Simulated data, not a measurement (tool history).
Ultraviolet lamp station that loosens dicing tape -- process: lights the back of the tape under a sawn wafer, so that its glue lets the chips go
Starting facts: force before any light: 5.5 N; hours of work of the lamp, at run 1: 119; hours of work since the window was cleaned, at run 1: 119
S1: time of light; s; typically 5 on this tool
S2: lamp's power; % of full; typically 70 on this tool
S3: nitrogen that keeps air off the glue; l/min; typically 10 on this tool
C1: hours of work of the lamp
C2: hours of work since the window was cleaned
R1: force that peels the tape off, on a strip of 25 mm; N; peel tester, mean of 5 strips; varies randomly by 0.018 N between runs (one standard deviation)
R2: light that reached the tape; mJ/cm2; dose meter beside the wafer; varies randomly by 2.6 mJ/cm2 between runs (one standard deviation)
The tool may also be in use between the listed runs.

run   hour  S1  S2  S3   C1   C2     R1   R2
  1      0   5  70  10  119  119   0.93  319
  2    5.1   5  70  10  122  122  1.008  316
  3   15.7   5  70  10  127  127  0.995  321
  4   24.9   5  70  10  132  132  1.003  318
  5   35.2   5  70  10  137  137  0.981  314
  6   45.6   5  70  10  143  143  0.965  311
  7   55.4   5  89  10  148  148   0.69  399
  8     68   5  70  10  154  154  1.022  310
  9   76.9   5  70  10  159  159  0.972  309
 10   85.7   5  70  10  164  164  0.999  309
 11   91.4   8  87   6  167  167  0.405  618
      93.1  -- window cleaned of glue's vapour
 12   99.3   5  90  10  170    3  0.687  389
 13  104.7   5  70   7  173    6  1.184  301
 14  115.6   5  70   7  179   12  1.252  300
 15  122.5   5  85  17  182   15  0.637  367
 16  130.7   4  81   3  187   19  1.842  282
 17  142.3   4  81   3  193   25  1.785  272
 18  147.4   4  81   3  195   28  1.816  276
 19  153.6   7  69   5  198   31  0.865  411
     160.8  -- window cleaned of glue's vapour, once more
 20  162.2   6  77  10  203    1  0.632  418

Hidden state at the last listed run before each entry between runs and at the first one after, where it differs:
From run 11 to run 12: window cleaned of glue's vapour (hour 93.1)
  lamp's light, % of a new lamp's: 94.4 -> 94.3; light that the window lets through, % of a clean one's: 95.2 -> 92.9
  measured minus no-state result, R1: +0.064 -> +0.141 N; R2: -69 -> -55 mJ/cm2
From run 19 to run 20: window cleaned of glue's vapour, once more (hour 160.8)
  lamp's light, % of a new lamp's: 93.5 -> 93.4; light that the window lets through, % of a clean one's: 92.1 -> 99
  measured minus no-state result, R1: +0.19 -> +0.079 N; R2: -66 -> -34 mJ/cm2
